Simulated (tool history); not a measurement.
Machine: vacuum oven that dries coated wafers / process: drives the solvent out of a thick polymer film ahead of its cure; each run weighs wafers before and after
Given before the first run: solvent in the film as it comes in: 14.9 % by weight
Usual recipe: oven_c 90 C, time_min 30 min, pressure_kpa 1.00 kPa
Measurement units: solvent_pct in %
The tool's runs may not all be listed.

run 1 hour=0.0 | oven_c=90 time_min=30 pressure_kpa=1.00 | solvent_pct=3.51
run 2 hour=89.0 | oven_c=90 time_min=30 pressure_kpa=1.00 | solvent_pct=3.44
-- hour=114.6 vacuum gauge cleaned of residue and calibrated
run 3 hour=182.0 | oven_c=90 time_min=30 pressure_kpa=1.00 | solvent_pct=3.42
run 4 hour=283.9 | oven_c=90 time_min=30 pressure_kpa=1.00 | solvent_pct=3.43
run 5 hour=339.6 | oven_c=90 time_min=30 pressure_kpa=1.00 | solvent_pct=3.42
run 6 hour=441.3 | oven_c=90 time_min=30 pressure_kpa=1.00 | solvent_pct=3.56
run 7 hour=537.2 | oven_c=90 time_min=30 pressure_kpa=1.00 | solvent_pct=3.42
-- hour=565.8 oven's thermocouples calibrated
run 8 hour=604.0 | oven_c=90 time_min=30 pressure_kpa=1.00 | solvent_pct=3.46
run 9 hour=698.0 | oven_c=90 time_min=30 pressure_kpa=1.00 | solvent_pct=3.56
run 10 hour=766.9 | oven_c=100 time_min=35 pressure_kpa=1.33 | solvent_pct=1.73
run 11 hour=818.0 | oven_c=100 time_min=15 pressure_kpa=0.51 | solvent_pct=4.03
run 12 hour=879.2 | oven_c=104 time_min=30 pressure_kpa=1.00 | solvent_pct=1.40
run 13 hour=960.3 | oven_c=101 time_min=20 pressure_kpa=1.19 | solvent_pct=3.05
run 14 hour=1030.0 | oven_c=101 time_min=18 pressure_kpa=1.19 | solvent_pct=3.46
run 15 hour=1108.4 | oven_c=102 time_min=30 pressure_kpa=0.86 | solvent_pct=1.50
run 16 hour=1217.8 | oven_c=84 time_min=38 pressure_kpa=1.74 | solvent_pct=4.69
run 17 hour=1281.0 | oven_c=84 time_min=38 pressure_kpa=1.74 | solvent_pct=4.58
run 18 hour=1336.2 | oven_c=84 time_min=37 pressure_kpa=1.74 | solvent_pct=4.84

What if the next run were any one of these 4? Each begins from the tool's condition after run 18:
run A hour=1395.0 | oven_c=92 time_min=34 pressure_kpa=2.43 | solvent_pct=?
run B hour=1395.0 | oven_c=84 time_min=37 pressure_kpa=0.72 | solvent_pct=?
run C hour=1395.0 | oven_c=75 time_min=37 pressure_kpa=1.95 | solvent_pct=?
run D hour=1395.0 | oven_c=94 time_min=37 pressure_kpa=0.70 | solvent_pct=?

run=A solvent_pct=3.97
run=B solvent_pct=3.48
run=C solvent_pct=7.34
run=D solvent_pct=1.85
What these runs would have given with no unlogged condition in the tool:
run=A solvent_pct=3.96
run=B solvent_pct=3.47
run=C solvent_pct=7.33
run=D solvent_pct=1.85

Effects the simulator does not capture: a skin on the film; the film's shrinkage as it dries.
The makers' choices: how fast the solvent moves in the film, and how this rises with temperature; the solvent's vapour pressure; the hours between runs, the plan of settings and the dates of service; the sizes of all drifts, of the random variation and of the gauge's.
